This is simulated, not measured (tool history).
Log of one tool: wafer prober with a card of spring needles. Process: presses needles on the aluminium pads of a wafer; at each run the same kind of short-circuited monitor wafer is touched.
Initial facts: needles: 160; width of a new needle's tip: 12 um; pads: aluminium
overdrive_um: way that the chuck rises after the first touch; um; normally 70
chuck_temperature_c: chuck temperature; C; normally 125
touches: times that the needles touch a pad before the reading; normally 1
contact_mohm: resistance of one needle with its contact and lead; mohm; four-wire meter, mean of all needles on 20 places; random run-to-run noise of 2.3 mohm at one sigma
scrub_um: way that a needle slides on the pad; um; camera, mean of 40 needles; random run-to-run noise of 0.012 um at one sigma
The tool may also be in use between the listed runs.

run 1 day=0 | overdrive_um=70 chuck_temperature_c=125 touches=1 | contact_mohm=255 scrub_um=9.19
run 2 day=0.383 | overdrive_um=70 chuck_temperature_c=123 touches=1 | contact_mohm=253 scrub_um=9.18
-- day=0.625 tips cleaned on abrasive film
run 3 day=0.975 | overdrive_um=70 chuck_temperature_c=123 touches=1 | contact_mohm=259 scrub_um=9.18
run 4 day=1.45 | overdrive_um=70 chuck_temperature_c=125 touches=1 | contact_mohm=259 scrub_um=9.19
-- day=1.871 tips cleaned on abrasive film
run 5 day=1.933 | overdrive_um=70 chuck_temperature_c=125 touches=1 | contact_mohm=258 scrub_um=9.2
run 6 day=2.467 | overdrive_um=70 chuck_temperature_c=125 touches=1 | contact_mohm=255 scrub_um=9.24
run 7 day=2.996 | overdrive_um=70 chuck_temperature_c=125 touches=1 | contact_mohm=259 scrub_um=9.24
-- day=3.138 tips cleaned on abrasive film
run 8 day=3.279 | overdrive_um=70 chuck_temperature_c=125 touches=1 | contact_mohm=261 scrub_um=9.24
run 9 day=3.75 | overdrive_um=70 chuck_temperature_c=125 touches=1 | contact_mohm=258 scrub_um=9.25
run 10 day=4.125 | overdrive_um=55 chuck_temperature_c=125 touches=1 | contact_mohm=258 scrub_um=7.27
-- day=4.4 tips cleaned on abrasive film
run 11 day=4.433 | overdrive_um=55 chuck_temperature_c=125 touches=1 | contact_mohm=260 scrub_um=7.27
run 12 day=4.996 | overdrive_um=70 chuck_temperature_c=125 touches=1 | contact_mohm=259 scrub_um=9.25
run 13 day=5.325 | overdrive_um=70 chuck_temperature_c=44 touches=1 | contact_mohm=236 scrub_um=9.28
-- day=5.662 tips cleaned on abrasive film
run 14 day=5.75 | overdrive_um=70 chuck_temperature_c=125 touches=1 | contact_mohm=257 scrub_um=9.29
run 15 day=6.292 | overdrive_um=70 chuck_temperature_c=49 touches=1 | contact_mohm=239 scrub_um=9.28
run 16 day=6.783 | overdrive_um=70 chuck_temperature_c=49 touches=1 | contact_mohm=241 scrub_um=9.31
-- day=6.912 tips cleaned on abrasive film
run 17 day=7.392 | overdrive_um=70 chuck_temperature_c=49 touches=1 | contact_mohm=238 scrub_um=9.34
run 18 day=7.942 | overdrive_um=70 chuck_temperature_c=49 touches=1 | contact_mohm=239 scrub_um=9.3
-- day=8.183 tips cleaned on abrasive film
run 19 day=8.467 | overdrive_um=56 chuck_temperature_c=125 touches=2 | contact_mohm=259 scrub_um=7.46
run 20 day=8.983 | overdrive_um=70 chuck_temperature_c=54 touches=3 | contact_mohm=240 scrub_um=9.35
run 21 day=9.288 | overdrive_um=70 chuck_temperature_c=90 touches=3 | contact_mohm=250 scrub_um=9.34
-- day=9.462 tips cleaned on abrasive film
run 22 day=9.779 | overdrive_um=70 chuck_temperature_c=90 touches=3 | contact_mohm=245 scrub_um=9.35
run 23 day=10.108 | overdrive_um=70 chuck_temperature_c=90 touches=2 | contact_mohm=250 scrub_um=9.37
run 24 day=10.625 | overdrive_um=70 chuck_temperature_c=57 touches=1 | contact_mohm=240 scrub_um=9.36
-- day=10.712 tips cleaned on abrasive film
-- day=11.096 gauge calibrated
run 25 day=11.15 | overdrive_um=81 chuck_temperature_c=44 touches=1 | contact_mohm=237 scrub_um=10.6

Run 26 has not been measured yet. What should we expect?
run 26 day=11.579 | overdrive_um=66 chuck_temperature_c=26 touches=2 | contact_mohm=? scrub_um=?

contact_mohm: 232 mohm
scrub_um: 8.67 um
On a tool with no hidden condition, and with the same random variation, this run would have come out at contact_mohm 232 mohm, scrub_um 8.66 um.
